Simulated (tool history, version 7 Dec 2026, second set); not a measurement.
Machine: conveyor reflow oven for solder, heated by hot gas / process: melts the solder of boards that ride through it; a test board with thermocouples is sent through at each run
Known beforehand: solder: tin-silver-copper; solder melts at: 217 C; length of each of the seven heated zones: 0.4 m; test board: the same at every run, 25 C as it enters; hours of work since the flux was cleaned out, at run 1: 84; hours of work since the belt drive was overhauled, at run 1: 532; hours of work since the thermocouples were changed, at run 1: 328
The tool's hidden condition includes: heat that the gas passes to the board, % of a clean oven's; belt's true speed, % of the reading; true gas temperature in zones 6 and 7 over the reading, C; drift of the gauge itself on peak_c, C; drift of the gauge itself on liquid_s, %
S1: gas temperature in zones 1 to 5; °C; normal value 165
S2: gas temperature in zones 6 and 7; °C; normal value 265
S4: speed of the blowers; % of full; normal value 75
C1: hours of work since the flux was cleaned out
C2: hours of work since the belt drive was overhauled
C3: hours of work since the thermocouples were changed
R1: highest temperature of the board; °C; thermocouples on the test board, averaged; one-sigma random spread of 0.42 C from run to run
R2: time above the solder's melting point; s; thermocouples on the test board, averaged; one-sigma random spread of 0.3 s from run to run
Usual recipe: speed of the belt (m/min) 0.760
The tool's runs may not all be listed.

{"run": 1, "hour": 0.0, "S1": 165, "S2": 265, "speed of the belt (m/min)": 0.76, "S4": 75, "C1": 84, "C2": 532, "C3": 328, "R1": 248.9, "R2": 43.8}
{"run": 2, "hour": 38.6, "S1": 165, "S2": 265, "speed of the belt (m/min)": 0.76, "S4": 75, "C1": 102, "C2": 549, "C3": 345, "R1": 248.6, "R2": 43.8}
{"run": 3, "hour": 83.6, "S1": 165, "S2": 265, "speed of the belt (m/min)": 0.76, "S4": 75, "C1": 122, "C2": 570, "C3": 365, "R1": 249.2, "R2": 43.5}
{"run": 4, "hour": 119.7, "S1": 165, "S2": 265, "speed of the belt (m/min)": 0.76, "S4": 75, "C1": 138, "C2": 586, "C3": 381, "R1": 248.7, "R2": 43.2}
{"run": 5, "hour": 159.1, "S1": 165, "S2": 265, "speed of the belt (m/min)": 0.76, "S4": 75, "C1": 156, "C2": 603, "C3": 399, "R1": 248.5, "R2": 43.5}
{"run": 6, "hour": 197.0, "S1": 165, "S2": 265, "speed of the belt (m/min)": 0.76, "S4": 75, "C1": 172, "C2": 620, "C3": 416, "R1": 249.3, "R2": 42.5}
{"run": 7, "hour": 235.1, "S1": 165, "S2": 265, "speed of the belt (m/min)": 0.76, "S4": 74, "C1": 189, "C2": 637, "C3": 433, "R1": 248.5, "R2": 42.7}
{"run": 8, "hour": 263.2, "S1": 165, "S2": 265, "speed of the belt (m/min)": 0.76, "S4": 74, "C1": 202, "C2": 650, "C3": 446, "R1": 246.9, "R2": 43.2}
{"run": 9, "hour": 291.6, "S1": 165, "S2": 265, "speed of the belt (m/min)": 0.76, "S4": 74, "C1": 215, "C2": 663, "C3": 458, "R1": 247.3, "R2": 42.8}
{"run": 10, "hour": 321.9, "S1": 165, "S2": 265, "speed of the belt (m/min)": 0.76, "S4": 74, "C1": 228, "C2": 676, "C3": 472, "R1": 248.0, "R2": 43.2}
{"run": 11, "hour": 366.1, "S1": 165, "S2": 265, "speed of the belt (m/min)": 0.76, "S4": 74, "C1": 248, "C2": 696, "C3": 492, "R1": 247.2, "R2": 42.9}
{"hour": 409.5, "done": "flux residue cleaned out of gas plates and filters"}
{"run": 12, "hour": 410.8, "S1": 165, "S2": 265, "speed of the belt (m/min)": 0.76, "S4": 74, "C1": 1, "C2": 714, "C3": 509, "R1": 249.1, "R2": 43.6}
{"run": 13, "hour": 439.8, "S1": 165, "S2": 265, "speed of the belt (m/min)": 0.76, "S4": 74, "C1": 14, "C2": 727, "C3": 522, "R1": 248.6, "R2": 44.0}
{"run": 14, "hour": 463.9, "S1": 165, "S2": 265, "speed of the belt (m/min)": 0.64, "S4": 89, "C1": 24, "C2": 737, "C3": 533, "R1": 256.0, "R2": 59.7}
{"run": 15, "hour": 503.6, "S1": 170, "S2": 274, "speed of the belt (m/min)": 0.76, "S4": 78, "C1": 42, "C2": 755, "C3": 551, "R1": 258.1, "R2": 50.6}
{"hour": 509.7, "done": "thermocouples of zones 6 and 7 changed"}
{"run": 16, "hour": 531.7, "S1": 160, "S2": 260, "speed of the belt (m/min)": 0.881, "S4": 77, "C1": 54, "C2": 767, "C3": 10, "R1": 241.4, "R2": 30.7}
{"run": 17, "hour": 567.6, "S1": 163, "S2": 274, "speed of the belt (m/min)": 0.82, "S4": 86, "C1": 70, "C2": 783, "C3": 26, "R1": 258.9, "R2": 45.5}
{"run": 18, "hour": 607.3, "S1": 170, "S2": 261, "speed of the belt (m/min)": 0.877, "S4": 53, "C1": 88, "C2": 801, "C3": 44, "R1": 234.3, "R2": 24.2}
{"run": 19, "hour": 645.3, "S1": 180, "S2": 261, "speed of the belt (m/min)": 0.865, "S4": 58, "C1": 105, "C2": 818, "C3": 61, "R1": 240.2, "R2": 33.4}
{"run": 20, "hour": 688.2, "S1": 180, "S2": 261, "speed of the belt (m/min)": 0.865, "S4": 58, "C1": 124, "C2": 837, "C3": 80, "R1": 239.3, "R2": 33.3}
{"run": 21, "hour": 726.1, "S1": 180, "S2": 262, "speed of the belt (m/min)": 0.63, "S4": 79, "C1": 141, "C2": 854, "C3": 97, "R1": 253.8, "R2": 63.8}
{"run": 22, "hour": 750.8, "S1": 165, "S2": 265, "speed of the belt (m/min)": 0.643, "S4": 84, "C1": 152, "C2": 865, "C3": 108, "R1": 256.2, "R2": 58.3}
{"run": 23, "hour": 773.7, "S1": 165, "S2": 265, "speed of the belt (m/min)": 0.827, "S4": 51, "C1": 162, "C2": 875, "C3": 118, "R1": 237.1, "R2": 27.4}
{"run": 24, "hour": 795.2, "S1": 165, "S2": 265, "speed of the belt (m/min)": 0.654, "S4": 75, "C1": 172, "C2": 885, "C3": 128, "R1": 253.5, "R2": 55.5}
{"run": 25, "hour": 837.1, "S1": 165, "S2": 255, "speed of the belt (m/min)": 0.697, "S4": 75, "C1": 190, "C2": 903, "C3": 146, "R1": 243.8, "R2": 44.3}

Here are 4 independent what-if runs from the current tool condition. What would each one return?
{"hour": 862.2, "done": "belt drive overhauled, speed set with a stopwatch"}
{"run": "A", "hour": 863.3, "S1": 179, "S2": 255, "speed of the belt (m/min)": 0.697, "S4": 75, "C1": 200, "C2": 0, "C3": 156, "R1": "?", "R2": "?"}
{"hour": 862.2, "done": "belt drive overhauled, speed set with a stopwatch"}
{"run": "B", "hour": 863.3, "S1": 156, "S2": 266, "speed of the belt (m/min)": 0.697, "S4": 72, "C1": 200, "C2": 0, "C3": 156, "R1": "?", "R2": "?"}
{"hour": 862.2, "done": "belt drive overhauled, speed set with a stopwatch"}
{"run": "C", "hour": 863.3, "S1": 168, "S2": 265, "speed of the belt (m/min)": 0.666, "S4": 75, "C1": 200, "C2": 0, "C3": 156, "R1": "?", "R2": "?"}
{"hour": 862.2, "done": "belt drive overhauled, speed set with a stopwatch"}
{"run": "D", "hour": 863.3, "S1": 177, "S2": 275, "speed of the belt (m/min)": 0.792, "S4": 75, "C1": 200, "C2": 0, "C3": 156, "R1": "?", "R2": "?"}

run=A R1=244.8 R2=49.1
run=B R1=250.8 R2=46.5
run=C R1=252.7 R2=54.1
run=D R1=258.4 R2=49.4
With no hidden state in the tool, these same runs would have given:
run=A R1=245.8 R2=50.3
run=B R1=252.1 R2=47.7
run=C R1=253.8 R2=55.2
run=D R1=259.8 R2=50.3
